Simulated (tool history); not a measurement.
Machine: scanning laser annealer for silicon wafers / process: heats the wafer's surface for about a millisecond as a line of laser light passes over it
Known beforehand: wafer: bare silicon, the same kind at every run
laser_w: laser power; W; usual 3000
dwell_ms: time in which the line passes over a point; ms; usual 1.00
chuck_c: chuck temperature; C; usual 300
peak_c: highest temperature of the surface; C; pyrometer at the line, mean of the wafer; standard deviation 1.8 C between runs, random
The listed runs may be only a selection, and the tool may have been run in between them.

{"run": 1, "day": 0.0, "laser_w": 3000, "dwell_ms": 1.0, "chuck_c": 300, "peak_c": 998}
{"run": 2, "day": 0.617, "laser_w": 3045, "dwell_ms": 1.0, "chuck_c": 300, "peak_c": 1008}
{"run": 3, "day": 1.679, "laser_w": 2990, "dwell_ms": 1.0, "chuck_c": 300, "peak_c": 994}
{"run": 4, "day": 2.717, "laser_w": 3000, "dwell_ms": 1.0, "chuck_c": 292, "peak_c": 988}
{"run": 5, "day": 3.192, "laser_w": 3000, "dwell_ms": 1.0, "chuck_c": 292, "peak_c": 988}
{"run": 6, "day": 4.212, "laser_w": 3000, "dwell_ms": 1.0, "chuck_c": 334, "peak_c": 1030}
{"run": 7, "day": 5.158, "laser_w": 3000, "dwell_ms": 0.87, "chuck_c": 300, "peak_c": 954}
{"run": 8, "day": 5.742, "laser_w": 3000, "dwell_ms": 0.87, "chuck_c": 300, "peak_c": 954}
{"run": 9, "day": 6.546, "laser_w": 3000, "dwell_ms": 0.87, "chuck_c": 300, "peak_c": 954}
{"run": 10, "day": 7.167, "laser_w": 3000, "dwell_ms": 0.87, "chuck_c": 300, "peak_c": 955}
{"run": 11, "day": 8.171, "laser_w": 3000, "dwell_ms": 0.87, "chuck_c": 300, "peak_c": 956}
{"run": 12, "day": 8.967, "laser_w": 3000, "dwell_ms": 0.87, "chuck_c": 300, "peak_c": 953}
{"run": 13, "day": 9.917, "laser_w": 3000, "dwell_ms": 1.0, "chuck_c": 300, "peak_c": 995}
{"run": 14, "day": 10.517, "laser_w": 3000, "dwell_ms": 1.0, "chuck_c": 300, "peak_c": 994}
{"run": 15, "day": 11.558, "laser_w": 3000, "dwell_ms": 1.0, "chuck_c": 300, "peak_c": 990}
{"run": 16, "day": 12.254, "laser_w": 3000, "dwell_ms": 1.0, "chuck_c": 300, "peak_c": 991}
{"run": 17, "day": 12.746, "laser_w": 2791, "dwell_ms": 1.0, "chuck_c": 300, "peak_c": 947}
{"run": 18, "day": 13.825, "laser_w": 3000, "dwell_ms": 0.95, "chuck_c": 300, "peak_c": 975}
{"day": 14.258, "done": "window over the wafer cleaned"}
{"run": 19, "day": 14.404, "laser_w": 3000, "dwell_ms": 1.0, "chuck_c": 312, "peak_c": 989}
{"run": 20, "day": 15.125, "laser_w": 3002, "dwell_ms": 1.0, "chuck_c": 312, "peak_c": 986}
{"run": 21, "day": 15.875, "laser_w": 3002, "dwell_ms": 0.76, "chuck_c": 312, "peak_c": 913}
{"run": 22, "day": 16.4, "laser_w": 3002, "dwell_ms": 0.76, "chuck_c": 312, "peak_c": 914}
{"run": 23, "day": 17.492, "laser_w": 3000, "dwell_ms": 1.18, "chuck_c": 298, "peak_c": 1022}
{"day": 18.033, "done": "window over the wafer cleaned, once more"}
{"run": 24, "day": 18.033, "laser_w": 3159, "dwell_ms": 1.02, "chuck_c": 300, "peak_c": 1055}
{"run": 25, "day": 19.021, "laser_w": 3159, "dwell_ms": 1.02, "chuck_c": 300, "peak_c": 1055}
{"run": 26, "day": 19.771, "laser_w": 2849, "dwell_ms": 0.93, "chuck_c": 300, "peak_c": 956}
{"run": 27, "day": 20.371, "laser_w": 2849, "dwell_ms": 0.93, "chuck_c": 300, "peak_c": 957}
{"run": 28, "day": 21.329, "laser_w": 3000, "dwell_ms": 1.2, "chuck_c": 284, "peak_c": 1055}
{"run": 29, "day": 21.862, "laser_w": 2710, "dwell_ms": 0.8, "chuck_c": 284, "peak_c": 872}
{"run": 30, "day": 22.446, "laser_w": 3045, "dwell_ms": 1.0, "chuck_c": 283, "peak_c": 1007}
{"run": 31, "day": 23.008, "laser_w": 3045, "dwell_ms": 1.0, "chuck_c": 274, "peak_c": 993}
{"run": 32, "day": 23.467, "laser_w": 3204, "dwell_ms": 0.97, "chuck_c": 334, "peak_c": 1078}
{"run": 33, "day": 24.275, "laser_w": 3021, "dwell_ms": 1.22, "chuck_c": 296, "peak_c": 1073}
{"run": 34, "day": 25.0, "laser_w": 3242, "dwell_ms": 0.84, "chuck_c": 323, "peak_c": 1030}
{"run": 35, "day": 25.467, "laser_w": 3229, "dwell_ms": 1.0, "chuck_c": 300, "peak_c": 1058}
{"run": 36, "day": 26.238, "laser_w": 3229, "dwell_ms": 1.0, "chuck_c": 300, "peak_c": 1058}
{"run": 37, "day": 26.788, "laser_w": 3229, "dwell_ms": 1.0, "chuck_c": 300, "peak_c": 1057}
{"run": 38, "day": 27.383, "laser_w": 3229, "dwell_ms": 0.83, "chuck_c": 300, "peak_c": 1001}
{"run": 39, "day": 27.883, "laser_w": 3005, "dwell_ms": 0.86, "chuck_c": 300, "peak_c": 964}
{"run": 40, "day": 28.525, "laser_w": 2911, "dwell_ms": 1.03, "chuck_c": 271, "peak_c": 969}
{"run": 41, "day": 29.188, "laser_w": 2763, "dwell_ms": 1.13, "chuck_c": 291, "peak_c": 982}

For each run, the measured value with the value that run would have given without the tool's hidden condition subtracted. The run-to-run variation is shared by both, the gauge scatter possibly not:
What the log doesn't record here: light that passes the window, % of a clean one's; laser's true power over the reading, %; width of the line over the set one, %; drift of the gauge itself on peak_c, C.
run=1 peak_c=-28
run=2 peak_c=-29
run=3 peak_c=-28
run=4 peak_c=-29
run=5 peak_c=-29
run=6 peak_c=-30
run=7 peak_c=-28
run=8 peak_c=-29
run=9 peak_c=-29
run=10 peak_c=-30
run=11 peak_c=-31
run=12 peak_c=-31
run=13 peak_c=-33
run=14 peak_c=-33
run=15 peak_c=-34
run=16 peak_c=-34
run=17 peak_c=-32
run=18 peak_c=-34
run=19 peak_c=-50
run=20 peak_c=-50
run=21 peak_c=-46
run=22 peak_c=-46
run=23 peak_c=-56
run=24 peak_c=-14
run=25 peak_c=-14
run=26 peak_c=-13
run=27 peak_c=-13
run=28 peak_c=-16
run=29 peak_c=-12
run=30 peak_c=-16
run=31 peak_c=-15
run=32 peak_c=-17
run=33 peak_c=-17
run=34 peak_c=-16
run=35 peak_c=-18
run=36 peak_c=-18
run=37 peak_c=-18
run=38 peak_c=-17
run=39 peak_c=-17
run=40 peak_c=-18
run=41 peak_c=-18
